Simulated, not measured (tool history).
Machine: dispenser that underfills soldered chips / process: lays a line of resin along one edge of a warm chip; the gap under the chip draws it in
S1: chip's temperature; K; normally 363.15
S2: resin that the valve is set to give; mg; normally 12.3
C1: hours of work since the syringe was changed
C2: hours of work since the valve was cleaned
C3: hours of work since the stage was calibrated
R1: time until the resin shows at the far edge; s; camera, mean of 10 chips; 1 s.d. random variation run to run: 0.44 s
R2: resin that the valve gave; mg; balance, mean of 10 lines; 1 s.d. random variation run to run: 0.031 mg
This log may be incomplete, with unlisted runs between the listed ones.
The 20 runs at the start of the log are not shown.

run   hour      S1    S2  C1   C2   C3     R1     R2
     243.1  -- new syringe of resin
 21  250.2  355.15  11.9   5   39  448   73.7  11.80
     259.4  -- new syringe of resin
 22  261.0  355.15  11.9   1   46  455   54.0  11.78
 23  271.4  355.15  11.9   8   53  462   94.6  11.72
     275.7  -- new syringe of resin
 24  285.1  349.15  15.9   6   62  472  100.1  15.61
     292.3  -- new syringe of resin
 25  300.6  349.15  15.9   6   72  482   93.7  15.54
     309.3  -- new syringe of resin
 26  311.8  349.15  15.9   2   79  489   70.4  15.47
 27  321.3  370.15  12.3   8   86  496   54.5  11.97
     326.3  -- new syringe of resin
 28  338.0  376.15  13.7   8   97  507   43.4  13.25
     343.1  -- new syringe of resin
 29  347.2  377.15  15.4   3  103  513   28.7  14.88
     353.1  -- dispensing valve cleaned and set on the balance
 30  357.8  352.15  15.4   9    3  519  115.5  15.40
     360.8  -- new syringe of resin
 31  370.6  368.15  13.5   7   12  528   54.0  13.42
     378.1  -- new syringe of resin
 32  384.1  366.15  13.9   4   21  536   45.6  13.84
     394.5  -- new syringe of resin
 33  396.1  349.15  10.9   1   28  544   71.0  10.79
 34  403.8  367.15  12.6   6   34  550   53.7  12.46

Alternative continuations, all from the tool just after run 34; predict every row:
     411.6  -- new syringe of resin
  A  420.1  372.15  12.1   6  44  560   ?   ?
     411.6  -- new syringe of resin
  B  420.1  369.15  12.4   6  44  560   ?   ?
     411.6  -- new syringe of resin
  C  420.1  369.15  11.3   6  44  560   ?   ?

run    R1     R2
  A  43.8  11.99
  B  47.4  12.24
  C  48.6  11.15
What these runs would have given with no unlogged condition in the tool:
run    R1     R2
  A  24.4  12.15
  B  25.9  12.40
  C  26.7  11.30
